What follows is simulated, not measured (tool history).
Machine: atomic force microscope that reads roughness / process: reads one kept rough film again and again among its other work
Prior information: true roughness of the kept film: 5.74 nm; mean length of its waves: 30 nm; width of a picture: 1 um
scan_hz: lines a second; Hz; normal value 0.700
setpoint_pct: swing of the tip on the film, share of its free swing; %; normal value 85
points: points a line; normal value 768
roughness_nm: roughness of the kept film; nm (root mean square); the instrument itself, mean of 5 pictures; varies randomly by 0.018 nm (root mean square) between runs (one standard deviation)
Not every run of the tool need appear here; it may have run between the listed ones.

| run | day | scan_hz | setpoint_pct | points | roughness_nm |
|---|---|---|---|---|---|
| 1 | 0.000 | 0.700 | 85 | 768 | 4.382 |
| 2 | 0.692 | 0.700 | 85 | 768 | 4.084 |
| 3 | 1.575 | 0.700 | 85 | 768 | 3.745 |
|  | 2.092 | new tip fitted |
| 4 | 2.142 | 0.700 | 85 | 443 | 4.431 |
| 5 | 3.004 | 0.700 | 85 | 443 | 4.080 |
| 6 | 3.612 | 0.700 | 85 | 330 | 3.848 |
| 7 | 4.133 | 0.700 | 85 | 330 | 3.623 |
|  | 4.267 | height scale calibrated on a step standard |
|  | 4.483 | new tip fitted |
| 8 | 5.017 | 0.711 | 72 | 340 | 4.240 |
| 9 | 5.575 | 1.442 | 85 | 768 | 3.916 |
| 10 | 6.596 | 1.442 | 85 | 768 | 3.506 |
|  | 6.838 | new tip fitted |
| 11 | 7.233 | 0.959 | 85 | 768 | 4.201 |

Branching from run 11: 5 alternative next runs. What would each branch give?
| A | 8.167 | 0.896 | 85 | 865 | ? |
| B | 8.167 | 0.959 | 82 | 768 | ? |
| C | 8.167 | 1.280 | 58 | 591 | ? |
| D | 8.167 | 0.560 | 85 | 768 | ? |
| E | 8.167 | 1.998 | 59 | 464 | ? |

| run | roughness_nm |
|---|---|
| A | 3.791 |
| B | 3.802 |
| C | 3.883 |
| D | 3.849 |
| E | 3.836 |
Without the tool's unlogged condition, the same runs would have read:
| run | roughness_nm |
|---|---|
| A | 4.435 |
| B | 4.449 |
| C | 4.542 |
| D | 4.502 |
| E | 4.488 |

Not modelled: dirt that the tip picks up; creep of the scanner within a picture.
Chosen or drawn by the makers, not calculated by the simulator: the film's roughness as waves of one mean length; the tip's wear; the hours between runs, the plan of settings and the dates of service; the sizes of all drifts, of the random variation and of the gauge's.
